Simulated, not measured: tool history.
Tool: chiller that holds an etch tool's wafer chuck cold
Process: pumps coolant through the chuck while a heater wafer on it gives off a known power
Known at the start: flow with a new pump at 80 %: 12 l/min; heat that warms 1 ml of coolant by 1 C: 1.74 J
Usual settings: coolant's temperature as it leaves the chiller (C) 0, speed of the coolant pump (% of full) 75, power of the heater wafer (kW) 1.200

run,day,coolant's temperature as it leaves the chiller (C),speed of the coolant pump (% of full),power of the heater wafer (kW),chuck's temperature once it has settled (C),how much warmer the coolant comes back (C)
1,0.000,0,75,1.200,15.9,3.80
2,1.842,0,75,1.200,16.0,3.76
3,3.100,0,75,1.200,16.3,3.79
4,4.238,0,75,1.200,16.2,3.76
5,5.425,0,75,1.200,16.5,3.82
6,7.129,0,75,1.200,16.3,3.76
7,9.683,0,75,1.200,16.5,3.80
8,12.267,0,75,1.200,16.6,3.81
9,14.529,0,75,1.116,15.4,3.50
10,16.358,0,75,1.116,15.3,3.52
11,18.771,0,75,1.142,15.9,3.58
12,20.088,0,70,1.142,16.6,3.88
13,21.854,0,70,1.142,16.7,3.88
14,23.321,0,70,1.142,16.8,3.90
15,25.796,0,70,1.142,16.8,3.88
16,27.542,0,70,1.142,16.8,3.89
17,30.050,-5,78,1.142,10.9,3.47
18,32.546,-4,93,0.904,7.6,2.33
19,34.667,10,82,1.330,28.1,3.89
20,36.275,-2,82,1.660,20.3,4.82
# day 36.771: coolant changed, channels flushed
21,38.200,8,82,1.099,20.2,3.20
22,39.704,8,75,1.200,21.8,3.78
23,41.767,8,75,1.200,22.1,3.89
24,43.650,-1,79,1.034,10.9,3.15
25,45.508,-3,76,1.297,11.9,4.04
26,46.571,-3,76,1.297,12.1,4.04
27,47.850,8,76,1.323,23.3,4.21
28,50.067,-10,66,1.555,9.2,5.67
29,51.875,-10,69,0.756,-0.3,2.62
30,53.767,-10,69,0.756,-0.3,2.64
31,55.933,-10,69,0.756,-0.1,2.64
32,57.788,-9,78,0.904,1.9,2.75

Some steps in chuck's temperature once it has settled (C) between neighbouring runs. How much of each would the tool show without its hidden state too (settings, what came in, random variation), and how much is left for the hidden state, with any gauge scatter that isn't in both results?
The hidden state here: heat passed by the chuck's channels, % of clean ones'; flow at a given pump speed, % of a new pump's; coolant's true temperature over the reading, C; drift of the gauge itself on chuck_c, C; drift of the gauge itself on warmer_back_c, C.
Run 18 -> 19: coolant's temperature as it leaves the chiller (C) -4 -> 10, speed of the coolant pump (% of full) 93 -> 82, power of the heater wafer (kW) 0.904 -> 1.330. chuck's temperature once it has settled (C) +20.5: hidden state +1.4, all else +19.1.
Run 19 -> 20: coolant's temperature as it leaves the chiller (C) 10 -> -2, power of the heater wafer (kW) 1.330 -> 1.660. chuck's temperature once it has settled (C) -7.8: hidden state +0.9, all else -8.7.
Run 20 -> 21: coolant's temperature as it leaves the chiller (C) -2 -> 8, power of the heater wafer (kW) 1.660 -> 1.099, coolant changed, channels flushed. chuck's temperature once it has settled (C) -0.1: hidden state -4.4, all else +4.3.
Run 23 -> 24: coolant's temperature as it leaves the chiller (C) 8 -> -1, speed of the coolant pump (% of full) 75 -> 79, power of the heater wafer (kW) 1.200 -> 1.034. chuck's temperature once it has settled (C) -11.2: hidden state -0.1, all else -11.1.
Run 27 -> 28: coolant's temperature as it leaves the chiller (C) 8 -> -10, speed of the coolant pump (% of full) 76 -> 66, power of the heater wafer (kW) 1.323 -> 1.555. chuck's temperature once it has settled (C) -14.1: hidden state +0.1, all else -14.2.
